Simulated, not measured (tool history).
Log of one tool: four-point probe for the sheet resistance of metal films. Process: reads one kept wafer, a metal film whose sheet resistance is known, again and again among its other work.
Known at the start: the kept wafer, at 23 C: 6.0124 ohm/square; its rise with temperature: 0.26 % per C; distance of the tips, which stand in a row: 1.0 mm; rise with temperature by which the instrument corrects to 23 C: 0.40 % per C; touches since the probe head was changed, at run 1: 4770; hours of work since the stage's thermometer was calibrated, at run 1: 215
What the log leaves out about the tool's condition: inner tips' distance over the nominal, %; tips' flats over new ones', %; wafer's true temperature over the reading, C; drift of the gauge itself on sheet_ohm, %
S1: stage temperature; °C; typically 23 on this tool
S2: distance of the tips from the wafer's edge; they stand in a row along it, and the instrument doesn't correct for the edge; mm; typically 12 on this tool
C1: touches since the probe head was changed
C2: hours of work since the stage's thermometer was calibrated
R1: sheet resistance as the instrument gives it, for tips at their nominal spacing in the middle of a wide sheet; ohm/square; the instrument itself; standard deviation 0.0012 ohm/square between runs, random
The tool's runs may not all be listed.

{"run": 1, "day": 0.0, "S1": 23, "S2": 12, "C1": 4770, "C2": 215, "R1": 6.054099}
{"run": 2, "day": 3.0, "S1": 23, "S2": 12, "C1": 7398, "C2": 253, "R1": 6.055403}
{"run": 3, "day": 4.812, "S1": 23, "S2": 12, "C1": 8988, "C2": 276, "R1": 6.057473}
{"run": 4, "day": 7.371, "S1": 23, "S2": 12, "C1": 11228, "C2": 308, "R1": 6.055135}
{"run": 5, "day": 9.483, "S1": 23, "S2": 12, "C1": 13082, "C2": 334, "R1": 6.060621}
{"run": 6, "day": 11.642, "S1": 20, "S2": 12, "C1": 14973, "C2": 361, "R1": 6.085266}
{"run": 7, "day": 13.621, "S1": 20, "S2": 12, "C1": 16705, "C2": 386, "R1": 6.083983}
{"run": 8, "day": 16.562, "S1": 20, "S2": 12, "C1": 19284, "C2": 423, "R1": 6.08909}
{"run": 9, "day": 18.929, "S1": 21, "S2": 5, "C1": 21359, "C2": 453, "R1": 6.183286}
{"run": 10, "day": 20.938, "S1": 29, "S2": 11, "C1": 23115, "C2": 478, "R1": 6.014174}
{"run": 11, "day": 22.562, "S1": 34, "S2": 12, "C1": 24540, "C2": 498, "R1": 5.96871}
{"run": 12, "day": 23.946, "S1": 18, "S2": 11, "C1": 25754, "C2": 515, "R1": 6.113841}
{"run": 13, "day": 26.788, "S1": 23, "S2": 72, "C1": 28242, "C2": 551, "R1": 6.043164}
{"run": 14, "day": 28.496, "S1": 23, "S2": 72, "C1": 29739, "C2": 573, "R1": 6.044149}
{"run": 15, "day": 29.988, "S1": 25, "S2": 72, "C1": 31048, "C2": 591, "R1": 6.028192}

Branching from run 15: 4 alternative next runs. What would each branch give?
{"run": "A", "day": 32.396, "S1": 22, "S2": 14, "C1": 33157, "C2": 621, "R1": "?"}
{"run": "B", "day": 32.396, "S1": 29, "S2": 12, "C1": 33157, "C2": 621, "R1": "?"}
{"run": "C", "day": 32.396, "S1": 21, "S2": 47, "C1": 33157, "C2": 621, "R1": "?"}
{"run": "D", "day": 32.396, "S1": 25, "S2": 5, "C1": 33157, "C2": 621, "R1": "?"}

run=A R1=6.071386
run=B R1=6.015394
run=C R1=6.064442
run=D R1=6.154557
Without the tool's unlogged condition, the same runs would have read:
run=A R1=6.038723
run=B R1=5.983111
run=C R1=6.031800
run=D R1=6.121522

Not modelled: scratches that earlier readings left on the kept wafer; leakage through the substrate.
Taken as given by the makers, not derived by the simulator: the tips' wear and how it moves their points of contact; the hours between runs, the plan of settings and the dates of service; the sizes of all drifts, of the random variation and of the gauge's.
